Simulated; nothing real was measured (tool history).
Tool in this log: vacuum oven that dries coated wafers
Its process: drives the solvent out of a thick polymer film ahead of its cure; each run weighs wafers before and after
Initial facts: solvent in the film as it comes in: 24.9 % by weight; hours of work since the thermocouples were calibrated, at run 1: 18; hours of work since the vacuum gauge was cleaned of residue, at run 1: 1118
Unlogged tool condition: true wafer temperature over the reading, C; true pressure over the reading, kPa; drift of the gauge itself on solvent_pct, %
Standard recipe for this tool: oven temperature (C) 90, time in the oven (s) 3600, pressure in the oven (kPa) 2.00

run,hour,oven temperature (C),time in the oven (s),pressure in the oven (kPa),hours of work since the thermocouples were calibrated,hours of work since the vacuum gauge was cleaned of residue,solvent left in the film (%)
1,0.0,90,3600,2.00,18,1118,2.59
2,57.8,90,2640,2.00,43,1143,4.00
3,97.5,90,2760,2.00,60,1160,3.74
4,182.6,90,2760,2.00,96,1196,3.84
5,226.2,91,3600,2.00,115,1215,2.37
6,271.5,102,3600,2.00,134,1234,0.97
7,352.9,102,3600,2.00,168,1268,0.92
8,442.4,102,3600,2.00,206,1306,0.93
9,534.6,102,3600,2.00,245,1345,0.91
10,621.1,90,3600,2.00,282,1382,2.64
11,703.5,90,3600,2.00,317,1417,2.72
12,791.0,90,3600,2.00,354,1454,2.74
13,851.7,90,3600,2.00,380,1480,2.77
14,919.6,90,4980,2.00,409,1509,1.80
15,993.2,90,4980,2.00,440,1540,1.88
16,1079.4,90,2100,2.00,477,1577,5.39
17,1126.9,90,3600,5.84,497,1597,4.67
# hour 1149.1: vacuum gauge cleaned of residue and calibrated
18,1183.5,90,3600,5.84,520,15,4.59
19,1228.5,90,3600,1.46,539,34,2.29
20,1298.9,90,3600,2.00,569,64,2.67
21,1338.8,90,3600,2.00,586,81,2.66
22,1383.4,90,3600,2.00,605,99,2.59
23,1463.8,95,3600,2.00,639,134,1.51
24,1522.2,95,3600,2.00,664,158,1.56
25,1566.2,79,3600,4.35,683,177,8.60
26,1644.5,79,3600,4.35,716,210,8.74
27,1724.7,79,3600,4.35,750,244,8.65
28,1794.9,91,3600,5.42,780,274,4.09
29,1848.4,90,2880,3.09,802,297,4.16
30,1941.4,79,4500,4.75,842,336,7.68
31,2024.5,79,4500,4.75,877,372,7.68
32,2098.0,90,3600,1.61,908,403,2.46
33,2140.8,90,3600,1.61,927,421,2.52
34,2201.4,101,3600,2.00,952,447,0.93
# hour 2209.5: oven's thermocouples calibrated
35,2254.7,87,2760,2.10,19,468,5.25
36,2315.1,85,4080,5.48,45,494,6.01
37,2360.5,95,4860,5.18,64,513,2.67
38,2451.3,95,4860,5.18,103,552,2.64
39,2523.9,85,3600,2.00,133,583,4.57
40,2565.3,89,5520,3.02,151,600,2.39
41,2645.6,89,5520,3.02,185,634,2.40
42,2693.3,89,5520,3.02,205,655,2.31
# hour 2735.8: oven's thermocouples calibrated, once more
43,2772.5,86,3600,2.00,16,687,4.11
44,2862.8,99,4200,3.75,54,726,1.75
45,2909.2,99,4200,3.75,74,745,1.60
46,3001.1,99,4200,3.75,113,784,1.77
47,3048.4,99,2820,3.75,133,805,2.23
48,3143.3,81,5520,2.00,173,845,3.87

Here are 3 independent what-if runs from the current tool condition. What would each one return?
A,3220.3,81,4500,2.00,206,878,?
B,3220.3,91,5520,1.43,206,878,?
C,3220.3,104,5520,2.00,206,878,?

run,solvent left in the film (%)
A,4.94
B,1.23
C,0.79
Without the tool's hidden state the same runs would have given:
run,solvent left in the film (%)
A,4.73
B,1.09
C,0.70
